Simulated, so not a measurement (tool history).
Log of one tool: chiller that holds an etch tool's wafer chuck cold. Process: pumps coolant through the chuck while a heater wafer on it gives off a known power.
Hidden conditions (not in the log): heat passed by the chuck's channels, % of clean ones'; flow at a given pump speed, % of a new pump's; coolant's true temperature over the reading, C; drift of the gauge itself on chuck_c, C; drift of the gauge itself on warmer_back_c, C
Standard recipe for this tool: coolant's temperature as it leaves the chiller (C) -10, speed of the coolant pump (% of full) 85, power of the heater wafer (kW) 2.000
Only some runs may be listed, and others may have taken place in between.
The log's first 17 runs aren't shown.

run,hour,coolant's temperature as it leaves the chiller (C),speed of the coolant pump (% of full),power of the heater wafer (kW),hours since the coolant was changed and the channels were flushed,hours since the pump was overhauled,hours since the chiller's thermometer was calibrated,chuck's temperature once it has settled (C),how much warmer the coolant comes back (C)
18,761.4,-4,95,1.952,2195,1465,4911,8.6,4.39
19,800.4,-4,95,1.952,2234,1504,4950,8.7,4.41
20,842.9,-12,99,1.423,2277,1547,4993,-3.2,3.03
21,890.7,-17,85,1.305,2325,1595,5040,-7.9,3.30
# hour 906.8: chiller's thermometer calibrated
22,925.8,-17,85,1.305,2359,1629,19,-7.2,3.35
23,973.4,-19,85,2.068,2406,1676,67,-3.4,5.28
24,1028.1,-10,97,2.000,2461,1731,121,3.5,4.38
25,1064.7,-10,61,2.173,2498,1768,158,11.2,8.14
26,1088.7,-7,98,1.129,2522,1792,182,0.6,2.44
27,1144.5,-10,76,2.000,2578,1848,238,6.5,5.76
28,1169.9,-17,99,1.540,2603,1873,263,-6.8,3.28
29,1203.2,-17,78,1.774,2636,1906,296,-2.7,5.08
30,1257.2,-4,85,2.654,2690,1960,350,16.1,6.85
31,1299.9,-10,92,2.367,2733,2003,393,6.7,5.55
32,1337.1,-15,92,2.001,2770,2040,430,-0.7,4.70

What if the next run were any one of these 4? Each begins from the tool's condition after run 32:
A,1379.2,-15,92,2.040,2812,2082,472,?,?
B,1379.2,-19,86,1.100,2812,2082,472,?,?
C,1379.2,-5,92,1.766,2812,2082,472,?,?
D,1379.2,-5,97,1.026,2812,2082,472,?,?

run,chuck's temperature once it has settled (C),how much warmer the coolant comes back (C)
A,-0.5,4.76
B,-10.7,2.78
C,7.7,4.16
D,1.8,2.30
With the hidden condition removed and each run's random variation left untouched, the same runs would have given:
run,chuck's temperature once it has settled (C),how much warmer the coolant comes back (C)
A,-1.5,4.56
B,-11.2,2.66
C,6.9,3.99
D,1.4,2.21

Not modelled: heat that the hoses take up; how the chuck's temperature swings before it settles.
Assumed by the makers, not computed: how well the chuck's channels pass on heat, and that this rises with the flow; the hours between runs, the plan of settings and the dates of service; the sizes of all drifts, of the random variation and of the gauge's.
